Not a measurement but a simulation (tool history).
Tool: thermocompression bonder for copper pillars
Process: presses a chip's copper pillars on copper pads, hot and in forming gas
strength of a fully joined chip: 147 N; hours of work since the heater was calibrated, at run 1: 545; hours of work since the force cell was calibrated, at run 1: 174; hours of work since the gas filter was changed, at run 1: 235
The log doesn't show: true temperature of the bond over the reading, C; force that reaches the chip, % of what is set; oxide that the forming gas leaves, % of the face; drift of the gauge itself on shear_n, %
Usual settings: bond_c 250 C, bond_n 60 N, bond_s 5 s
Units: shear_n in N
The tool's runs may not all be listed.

run,day,bond_c,bond_n,bond_s,hours of work since the heater was calibrated,hours of work since the force cell was calibrated,hours of work since the gas filter was changed,shear_n
1,0,250,60,5,545,174,235,59.6
2,0.254,244,60,5,548,177,238,56.1
3,0.6,244,60,5,553,182,243,56.2
4,0.867,244,60,5,557,186,247,56.7
# day 0.929: forming gas filter changed
5,1.383,233,60,5,564,192,6,53
6,1.658,233,60,5,567,196,10,52.8
7,2.092,233,60,5,573,202,16,53.6
8,2.383,233,60,5,577,206,20,53.1
9,2.908,250,60,5,585,214,27,62.9
10,3.208,250,41,5,589,218,32,40.7
11,3.554,233,41,5,594,222,36,33.3
12,3.788,250,60,7,597,226,40,71.1
13,4.238,250,60,7,603,232,46,71.2
14,4.542,250,47,5,607,236,50,47.6
15,5.046,250,47,5,614,243,57,47.1
16,5.538,250,51,5,621,250,64,52.3
17,5.775,250,64,5,624,253,67,67.3
18,6.338,250,64,5,632,261,75,67.9
19,6.792,250,64,5,638,267,81,67.5
20,7.321,250,60,5,646,275,88,62.9
21,7.717,250,60,4,651,280,94,57.3
22,8.267,250,60,4,659,288,101,57.7
23,8.592,250,79,3,663,292,106,69.1
24,9.071,246,37,3,670,299,112,27
25,9.354,229,75,10,674,303,116,80.7
26,9.633,229,75,10,678,306,120,81.4
27,10.096,274,47,7,684,313,127,68.3
28,10.633,274,73,7,691,320,134,100
29,10.925,250,83,4,695,324,138,79.5
30,11.429,230,83,4,702,331,145,65.7
31,11.779,272,47,3,707,336,150,48.2
32,12.088,272,47,3,711,340,154,48.5
33,12.6,272,60,3,719,347,161,63.6
34,12.854,249,87,4,722,351,165,82.9
35,13.096,233,87,15,725,354,168,104
36,13.417,225,39,6,730,359,173,30
37,13.883,230,68,5,736,365,179,57.4
38,14.321,250,74,5,742,371,185,75.8
39,14.854,250,74,5,750,379,192,75.4

Some steps in shear_n between neighbouring runs. How much of each would the tool show without its hidden state too (settings, what came in, random variation), and how much is left for the hidden state, with any gauge scatter that isn't in both results?
Run 4 -> 5: bond_c 244 -> 233, forming gas filter changed. shear_n -3.7 N: hidden state +3.9, all else -7.6.
Run 23 -> 24: bond_c 250 -> 246, bond_n 79 -> 37. shear_n -42.1 N: hidden state +0.2, all else -42.3.
Run 24 -> 25: bond_c 246 -> 229, bond_n 37 -> 75, bond_s 3 -> 10. shear_n +53.7 N: hidden state -0.6, all else +54.3.
Run 27 -> 28: bond_n 47 -> 73. shear_n +31.7 N: hidden state -1.3, all else +33.
Run 35 -> 36: bond_c 233 -> 225, bond_n 87 -> 39, bond_s 15 -> 6. shear_n -74 N: hidden state +2.4, all else -76.4.
